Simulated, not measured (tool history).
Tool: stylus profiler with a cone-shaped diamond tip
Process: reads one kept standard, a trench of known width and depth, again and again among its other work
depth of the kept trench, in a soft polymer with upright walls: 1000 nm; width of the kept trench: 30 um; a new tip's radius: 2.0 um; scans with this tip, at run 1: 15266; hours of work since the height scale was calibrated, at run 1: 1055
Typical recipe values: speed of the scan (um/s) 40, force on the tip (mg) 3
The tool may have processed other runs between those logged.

run    hour  speed of the scan (um/s)  force on the tip (mg)  scans with this tip  hours of work since the height scale was calibrated  depth of the trench (angstrom)  width of the trench's floor (um)
  1       0                        40                      3                15266                                                 1055                         10116.5                             24.17
  2    62.5                        40                      3                15651                                                 1082                         10115.5                             24.13
  3   120.3                        40                      3                16006                                                 1106                         10117.2                             24.08
  4   151.6                        40                      3                16198                                                 1119                           10114                             24.07
  5     208                        40                      3                16545                                                 1143                           10111                             24.06
  6   269.3                        40                      3                16923                                                 1169                         10110.5                             24.02
  7   332.6                        40                      3                17312                                                 1196                         10108.5                             23.98
  8   361.6                        40                      3                17490                                                 1209                         10111.5                             23.93
  9   403.9                        52                      3                17750                                                 1227                         10110.1                             23.85
 10   467.3                        52                      3                18140                                                 1254                           10108                             23.81
 11     523                        52                      3                18483                                                 1277                         10106.9                             23.79
 12   556.6                        52                      3                18689                                                 1292                         10109.3                             23.79
 13   587.3                        52                      3                18878                                                 1305                         10112.2                             23.81
 14     623                        40                      3                19098                                                 1320                         10105.9                              23.8
 15   688.1                        40                   1.22                19498                                                 1347                         10028.9                             23.67
      704.9  -- new tip fitted, height scale calibrated
 16   741.3                        40                   1.22                  224                                                   15                         10085.6                             26.12
 17   780.1                        40                      3                  463                                                   32                         10165.5                             26.28
 18   843.3                        40                      3                  851                                                   59                         10154.3                             26.13
 19   887.5                        40                      3                 1123                                                   78                         10158.4                             26.12
 20   941.5                        40                      3                 1455                                                  101                         10159.6                             26.09
 21  1000.1                        40                      3                 1816                                                  125                         10152.7                             25.97
 22  1036.2                       119                      3                 2038                                                  141                         10150.4                             25.49
 23  1079.4                       119                      3                 2303                                                  159                         10154.2                             25.48
 24  1134.2                        34                   3.12                 2641                                                  182                         10160.5                             25.84
 25  1165.3                        85                    2.2                 2832                                                  196                         10117.9                             25.48
 26  1217.9                        40                   1.14                 3155                                                  218                           10075                             25.62
 27  1281.4                        40                   4.42                 3546                                                  245                         10196.1                             25.77
 28  1326.3                        40                   4.42                 3822                                                  264                         10196.5                              25.7
 29  1360.8                        37                   1.87                 4034                                                  279                         10107.7                             25.64
 30  1391.3                        37                   1.06                 4222                                                  292                         10065.8                             25.54
 31  1456.1                        37                   1.06                 4620                                                  319                         10067.3                              25.5
 32  1516.4                        83                   5.05                 4991                                                  345                         10212.6                             25.35
 33  1561.4                        35                   8.37                 5268                                                  364                         10303.5                             25.63
 34  1592.9                        46                   2.37                 5461                                                  377                         10123.8                             25.36
 35  1635.2                        86                   7.99                 5722                                                  395                         10293.4                             25.32
 36  1693.2                        60                   1.47                 6078                                                  420                         10080.3                             25.09
 37  1755.4                        20                      3                 6461                                                  446                         10139.9                             25.45
 38  1802.3                        47                   3.18                 6749                                                  466                         10148.7                             25.26
 39  1837.7                        47                   3.18                 6967                                                  481                         10145.7                             25.26
 40  1873.6                        47                   3.18                 7188                                                  497                         10144.6                             25.13
 41  1911.4                        26                   3.02                 7420                                                  513                         10139.5                             25.23
 42  1939.4                        42                   5.47                 7592                                                  525                         10220.9                             25.19
 43  1990.9                        33                   1.68                 7909                                                  547                         10084.1                             25.07
 44  2046.1                        19                   1.68                 8248                                                  570                         10080.6                             25.09
 45  2077.3                        20                   4.31                 8440                                                  583                         10181.2                             25.19

Forecast each of these 5 alternatives for the next run:
  A  2139.2                        20                    2.4                 8821                                                  610                               ?                                 ?
  B  2139.2                        56                   3.11                 8821                                                  610                               ?                                 ?
  C  2139.2                        19                   2.11                 8821                                                  610                               ?                                 ?
  D  2139.2                        61                   4.99                 8821                                                  610                               ?                                 ?
  E  2139.2                        37                   1.55                 8821                                                  610                               ?                                 ?

run  depth of the trench (angstrom)  width of the trench's floor (um)
  A                         10114.7                             25.11
  B                         10138.4                             24.92
  C                           10100                             25.07
  D                         10198.7                             24.96
  E                         10076.4                             24.98
The same runs, with their run-to-run variation unchanged, on a tool lacking any hidden condition would have given:
run  depth of the trench (angstrom)  width of the trench's floor (um)
  A                         10141.9                             26.43
  B                         10165.6                             26.24
  C                         10127.2                             26.39
  D                         10226.1                             26.28
  E                         10103.5                             26.29

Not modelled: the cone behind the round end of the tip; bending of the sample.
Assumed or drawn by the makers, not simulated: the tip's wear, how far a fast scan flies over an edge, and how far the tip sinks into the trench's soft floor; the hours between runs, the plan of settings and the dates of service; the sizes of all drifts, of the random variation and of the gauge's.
